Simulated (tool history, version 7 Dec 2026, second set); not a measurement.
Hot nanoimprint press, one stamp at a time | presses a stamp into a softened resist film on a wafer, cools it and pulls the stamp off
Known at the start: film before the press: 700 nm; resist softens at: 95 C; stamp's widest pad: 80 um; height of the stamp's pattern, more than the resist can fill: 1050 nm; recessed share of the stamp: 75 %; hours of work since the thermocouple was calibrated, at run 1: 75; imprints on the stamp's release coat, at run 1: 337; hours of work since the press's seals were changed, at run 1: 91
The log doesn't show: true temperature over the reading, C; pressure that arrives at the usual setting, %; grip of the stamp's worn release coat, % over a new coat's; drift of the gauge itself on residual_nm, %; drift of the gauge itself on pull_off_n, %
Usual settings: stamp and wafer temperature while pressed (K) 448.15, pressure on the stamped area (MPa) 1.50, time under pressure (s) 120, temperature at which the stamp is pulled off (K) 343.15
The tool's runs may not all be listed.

| run | hour | stamp and wafer temperature while pressed (K) | pressure on the stamped area (MPa) | time under pressure (s) | temperature at which the stamp is pulled off (K) | hours of work since the thermocouple was calibrated | imprints on the stamp's release coat | hours of work since the press's seals were changed | resist left under the stamp's widest pad (angstrom) | greatest force while the stamp is pulled off (N) |
|---|---|---|---|---|---|---|---|---|---|---|
| 1 | 0.0 | 448.15 | 1.50 | 120 | 343.15 | 75 | 337 | 91 | 2779 | 202 |
| 2 | 18.8 | 447.15 | 1.50 | 120 | 343.15 | 83 | 368 | 99 | 2860 | 194 |
| 3 | 41.1 | 447.15 | 1.50 | 120 | 343.15 | 93 | 404 | 109 | 2852 | 191 |
| 4 | 63.6 | 446.15 | 1.50 | 120 | 343.15 | 103 | 441 | 119 | 2934 | 200 |
| 5 | 80.2 | 448.15 | 1.50 | 120 | 343.15 | 110 | 468 | 126 | 2777 | 198 |
| 6 | 100.0 | 448.15 | 1.50 | 120 | 343.15 | 119 | 500 | 135 | 2801 | 192 |
| 7 | 115.6 | 448.15 | 1.50 | 120 | 340.15 | 126 | 526 | 142 | 2802 | 212 |
| 8 | 135.5 | 448.15 | 1.50 | 79 | 343.15 | 135 | 558 | 151 | 3272 | 196 |
| 9 | 160.2 | 448.15 | 1.50 | 120 | 343.15 | 146 | 598 | 161 | 2809 | 188 |
| 10 | 179.3 | 448.15 | 1.50 | 120 | 343.15 | 154 | 630 | 170 | 2804 | 198 |
| 11 | 197.3 | 448.15 | 1.50 | 120 | 343.15 | 162 | 659 | 178 | 2809 | 196 |
| 12 | 221.0 | 448.15 | 1.50 | 120 | 333.15 | 172 | 698 | 188 | 2832 | 244 |
| 13 | 233.7 | 448.15 | 1.50 | 120 | 333.15 | 178 | 719 | 194 | 2821 | 250 |
| 14 | 253.4 | 448.15 | 1.50 | 120 | 343.15 | 187 | 751 | 203 | 2821 | 191 |
| 15 | 274.3 | 448.15 | 1.50 | 120 | 343.15 | 196 | 785 | 212 | 2835 | 210 |
|  | 287.4 | gauge calibrated |
| 16 | 296.4 | 440.15 | 1.50 | 180 | 343.15 | 206 | 821 | 221 | 2947 | 184 |
| 17 | 317.6 | 440.15 | 1.50 | 180 | 343.15 | 215 | 856 | 231 | 2971 | 201 |
| 18 | 335.4 | 448.15 | 1.69 | 218 | 343.15 | 223 | 884 | 239 | 2075 | 199 |
| 19 | 347.0 | 448.15 | 1.69 | 176 | 343.15 | 228 | 903 | 244 | 2270 | 199 |
| 20 | 358.8 | 448.15 | 1.69 | 176 | 343.15 | 233 | 923 | 249 | 2262 | 195 |

Run 21 comes next. What will it give?
| 21 | 371.6 | 455.15 | 1.50 | 120 | 343.15 | 239 | 944 | 255 | ? | ? |

Run 21 gave resist left under the stamp's widest pad (angstrom) 2351, greatest force while the stamp is pulled off (N) 191.
Without the tool's hidden state the same run would have given resist left under the stamp's widest pad (angstrom) 2335, greatest force while the stamp is pulled off (N) 188.
